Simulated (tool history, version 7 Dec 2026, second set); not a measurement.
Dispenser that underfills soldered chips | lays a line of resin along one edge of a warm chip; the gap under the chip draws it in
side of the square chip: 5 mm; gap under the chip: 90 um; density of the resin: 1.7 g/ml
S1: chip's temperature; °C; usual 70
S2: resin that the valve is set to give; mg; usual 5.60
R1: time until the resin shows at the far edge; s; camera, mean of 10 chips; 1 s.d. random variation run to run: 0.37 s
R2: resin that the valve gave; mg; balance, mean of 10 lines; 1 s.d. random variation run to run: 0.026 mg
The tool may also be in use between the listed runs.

Run 1, hour 0.0: usual settings. Result: R1 27.0 s, R2 5.14 mg.
Run 2, hour 4.6: usual settings. Result: R1 30.8 s, R2 5.14 mg.
At hour 6.3: new syringe of resin.
Run 3, hour 8.5: usual settings. Result: R1 24.4 s, R2 5.12 mg.
Run 4, hour 12.5: usual settings. Result: R1 26.6 s, R2 5.07 mg.
Run 5, hour 19.0: usual settings. Result: R1 30.6 s, R2 5.10 mg.
At hour 21.7: new syringe of resin.
Run 6, hour 25.1: usual settings but S2 5.19 mg. Result: R1 24.0 s, R2 4.73 mg.
At hour 26.6: dispensing valve cleaned and set on the balance.
Run 7, hour 33.9: usual settings but S1 76 °C. Result: R1 20.6 s, R2 5.57 mg.
At hour 38.3: new syringe of resin.
Run 8, hour 39.8: usual settings. Result: R1 21.2 s, R2 5.53 mg.
Run 9, hour 44.9: usual settings. Result: R1 24.0 s, R2 5.53 mg.
Run 10, hour 52.6: usual settings. Result: R1 30.3 s, R2 5.49 mg.
At hour 53.6: new syringe of resin.
Run 11, hour 59.2: usual settings but S1 79 °C, S2 4.83 mg. Result: R1 16.5 s, R2 4.72 mg.
Run 12, hour 62.9: usual settings but S1 77 °C, S2 4.85 mg. Result: R1 20.5 s, R2 4.76 mg.
Run 13, hour 66.8: usual settings but S1 62 °C, S2 5.02 mg. Result: R1 45.7 s, R2 4.91 mg.
At hour 68.8: new syringe of resin.
Run 14, hour 72.5: usual settings but S1 78 °C, S2 5.96 mg. Result: R1 16.0 s, R2 5.78 mg.
Run 15, hour 79.4: usual settings but S1 84 °C, S2 5.17 mg. Result: R1 15.1 s, R2 5.01 mg.
At hour 84.4: new syringe of resin.
Run 16, hour 87.1: usual settings but S1 84 °C, S2 5.17 mg. Result: R1 11.8 s, R2 4.99 mg.

4 options for the next run, each taken on its own from the tool as it stands now. Forecast them:
Run A, hour 94.9: usual settings but S1 84 °C, S2 6.26 mg. Result: R1 ?, R2 ?.
Run B, hour 94.9: usual settings but S1 84 °C, S2 6.31 mg. Result: R1 ?, R2 ?.
Run C, hour 94.9: usual settings but S1 82 °C, S2 7.14 mg. Result: R1 ?, R2 ?.
Run D, hour 94.9: usual settings but S1 55 °C, S2 5.17 mg. Result: R1 ?, R2 ?.

run    R1    R2
  A  14.2  5.99
  B  13.6  6.08
  C  15.3  6.83
  D  60.8  4.92
Had the tool no hidden state, the same runs would have come out as:
run    R1    R2
  A  11.2  6.25
  B  10.6  6.34
  C  12.0  7.13
  D  48.0  5.13

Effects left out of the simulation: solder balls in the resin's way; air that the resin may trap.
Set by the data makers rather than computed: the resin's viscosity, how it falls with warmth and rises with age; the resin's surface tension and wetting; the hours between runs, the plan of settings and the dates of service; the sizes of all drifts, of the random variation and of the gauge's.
